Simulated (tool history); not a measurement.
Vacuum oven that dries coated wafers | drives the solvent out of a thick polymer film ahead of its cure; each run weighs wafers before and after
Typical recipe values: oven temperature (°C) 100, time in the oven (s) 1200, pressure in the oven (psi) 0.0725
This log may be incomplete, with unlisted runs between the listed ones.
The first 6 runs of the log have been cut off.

{"run": 7, "hour": 395.6, "oven temperature (°C)": 104, "time in the oven (s)": 1200, "pressure in the oven (psi)": 0.0725, "solvent left in the film (%)": 1.304}
{"run": 8, "hour": 441.4, "oven temperature (°C)": 100, "time in the oven (s)": 1200, "pressure in the oven (psi)": 0.2126, "solvent left in the film (%)": 2.478}
{"run": 9, "hour": 512.4, "oven temperature (°C)": 111, "time in the oven (s)": 1200, "pressure in the oven (psi)": 0.0725, "solvent left in the film (%)": 0.594}
{"hour": 518.6, "done": "vacuum gauge cleaned of residue and calibrated"}
{"run": 10, "hour": 555.4, "oven temperature (°C)": 111, "time in the oven (s)": 720, "pressure in the oven (psi)": 0.0725, "solvent left in the film (%)": 1.549}
{"run": 11, "hour": 594.8, "oven temperature (°C)": 111, "time in the oven (s)": 720, "pressure in the oven (psi)": 0.0725, "solvent left in the film (%)": 1.545}
{"run": 12, "hour": 692.6, "oven temperature (°C)": 100, "time in the oven (s)": 1200, "pressure in the oven (psi)": 0.0725, "solvent left in the film (%)": 2.13}
{"run": 13, "hour": 790.5, "oven temperature (°C)": 100, "time in the oven (s)": 1200, "pressure in the oven (psi)": 0.0725, "solvent left in the film (%)": 2.128}
{"run": 14, "hour": 860.1, "oven temperature (°C)": 100, "time in the oven (s)": 1200, "pressure in the oven (psi)": 0.0725, "solvent left in the film (%)": 2.135}
{"run": 15, "hour": 902.8, "oven temperature (°C)": 113, "time in the oven (s)": 1200, "pressure in the oven (psi)": 0.0725, "solvent left in the film (%)": 0.584}
{"run": 16, "hour": 945.3, "oven temperature (°C)": 86, "time in the oven (s)": 780, "pressure in the oven (psi)": 0.0555, "solvent left in the film (%)": 7.634}
{"run": 17, "hour": 996.3, "oven temperature (°C)": 100, "time in the oven (s)": 600, "pressure in the oven (psi)": 0.1653, "solvent left in the film (%)": 5.054}
{"run": 18, "hour": 1051.5, "oven temperature (°C)": 93, "time in the oven (s)": 900, "pressure in the oven (psi)": 0.1482, "solvent left in the film (%)": 5.343}
{"hour": 1103.1, "done": "vacuum gauge cleaned of residue and calibrated, once more"}
{"run": 19, "hour": 1139.6, "oven temperature (°C)": 102, "time in the oven (s)": 2040, "pressure in the oven (psi)": 0.0725, "solvent left in the film (%)": 0.437}
{"run": 20, "hour": 1200.1, "oven temperature (°C)": 97, "time in the oven (s)": 780, "pressure in the oven (psi)": 0.2705, "solvent left in the film (%)": 4.681}
{"run": 21, "hour": 1280.2, "oven temperature (°C)": 100, "time in the oven (s)": 1020, "pressure in the oven (psi)": 0.1532, "solvent left in the film (%)": 2.454}
{"run": 22, "hour": 1342.8, "oven temperature (°C)": 106, "time in the oven (s)": 840, "pressure in the oven (psi)": 0.1532, "solvent left in the film (%)": 1.822}
{"run": 23, "hour": 1411.9, "oven temperature (°C)": 101, "time in the oven (s)": 1200, "pressure in the oven (psi)": 0.0725, "solvent left in the film (%)": 1.47}
{"run": 24, "hour": 1493.2, "oven temperature (°C)": 109, "time in the oven (s)": 1200, "pressure in the oven (psi)": 0.0725, "solvent left in the film (%)": 0.504}
{"run": 25, "hour": 1589.3, "oven temperature (°C)": 99, "time in the oven (s)": 1200, "pressure in the oven (psi)": 0.0492, "solvent left in the film (%)": 1.778}
{"run": 26, "hour": 1638.6, "oven temperature (°C)": 99, "time in the oven (s)": 1200, "pressure in the oven (psi)": 0.0492, "solvent left in the film (%)": 1.757}
{"run": 27, "hour": 1716.5, "oven temperature (°C)": 99, "time in the oven (s)": 960, "pressure in the oven (psi)": 0.2135, "solvent left in the film (%)": 3.06}
{"run": 28, "hour": 1781.9, "oven temperature (°C)": 99, "time in the oven (s)": 960, "pressure in the oven (psi)": 0.2135, "solvent left in the film (%)": 3.06}
{"hour": 1844.9, "done": "oven's thermocouples calibrated"}
{"run": 29, "hour": 1858.1, "oven temperature (°C)": 102, "time in the oven (s)": 1320, "pressure in the oven (psi)": 0.0624, "solvent left in the film (%)": 1.39}
{"run": 30, "hour": 1932.6, "oven temperature (°C)": 102, "time in the oven (s)": 1320, "pressure in the oven (psi)": 0.0624, "solvent left in the film (%)": 1.399}

Predict each of these 4 candidate next runs independently; none follows another, all start after run 30:
{"run": "A", "hour": 2015.1, "oven temperature (°C)": 86, "time in the oven (s)": 1080, "pressure in the oven (psi)": 0.0862, "solvent left in the film (%)": "?"}
{"run": "B", "hour": 2015.1, "oven temperature (°C)": 94, "time in the oven (s)": 1200, "pressure in the oven (psi)": 0.1809, "solvent left in the film (%)": "?"}
{"run": "C", "hour": 2015.1, "oven temperature (°C)": 102, "time in the oven (s)": 900, "pressure in the oven (psi)": 0.1114, "solvent left in the film (%)": "?"}
{"run": "D", "hour": 2015.1, "oven temperature (°C)": 101, "time in the oven (s)": 720, "pressure in the oven (psi)": 0.0409, "solvent left in the film (%)": "?"}

run=A solvent_left_in_the_film_(%)=6.527
run=B solvent_left_in_the_film_(%)=4.006
run=C solvent_left_in_the_film_(%)=2.796
run=D solvent_left_in_the_film_(%)=3.781
Had the tool no hidden state, the same runs would have come out as:
run=A solvent_left_in_the_film_(%)=6.353
run=B solvent_left_in_the_film_(%)=3.84
run=C solvent_left_in_the_film_(%)=2.659
run=D solvent_left_in_the_film_(%)=3.644
